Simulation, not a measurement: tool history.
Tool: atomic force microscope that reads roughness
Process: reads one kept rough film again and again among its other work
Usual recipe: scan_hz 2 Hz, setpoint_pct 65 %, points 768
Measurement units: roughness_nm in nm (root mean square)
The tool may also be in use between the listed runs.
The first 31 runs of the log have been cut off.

run 32 day=11.721 | scan_hz=0.93 setpoint_pct=62 points=294 | roughness_nm=5.024
run 33 day=12.196 | scan_hz=0.93 setpoint_pct=62 points=294 | roughness_nm=5.042
run 34 day=12.446 | scan_hz=1.21 setpoint_pct=66 points=878 | roughness_nm=4.911
run 35 day=12.725 | scan_hz=1.21 setpoint_pct=84 points=480 | roughness_nm=4.697
run 36 day=13.054 | scan_hz=0.92 setpoint_pct=84 points=379 | roughness_nm=4.774
run 37 day=13.321 | scan_hz=0.92 setpoint_pct=84 points=379 | roughness_nm=4.743
run 38 day=13.588 | scan_hz=0.54 setpoint_pct=86 points=768 | roughness_nm=4.795
run 39 day=13.908 | scan_hz=3.61 setpoint_pct=72 points=768 | roughness_nm=4.423
run 40 day=14.329 | scan_hz=3.16 setpoint_pct=61 points=507 | roughness_nm=4.715
run 41 day=14.825 | scan_hz=3.25 setpoint_pct=65 points=442 | roughness_nm=4.613
run 42 day=15.238 | scan_hz=2 setpoint_pct=61 points=768 | roughness_nm=4.769
run 43 day=15.517 | scan_hz=2 setpoint_pct=61 points=768 | roughness_nm=4.749

Here are 3 independent what-if runs from the current tool condition. What would each one return?
run A day=15.917 | scan_hz=3.38 setpoint_pct=75 points=768 | roughness_nm=?
run B day=15.917 | scan_hz=1.93 setpoint_pct=65 points=768 | roughness_nm=?
run C day=15.917 | scan_hz=3.65 setpoint_pct=78 points=389 | roughness_nm=?

run=A roughness_nm=4.276
run=B roughness_nm=4.689
run=C roughness_nm=4.141
With the hidden condition removed and each run's random variation left untouched, the same runs would have given:
run=A roughness_nm=4.557
run=B roughness_nm=4.998
run=C roughness_nm=4.414
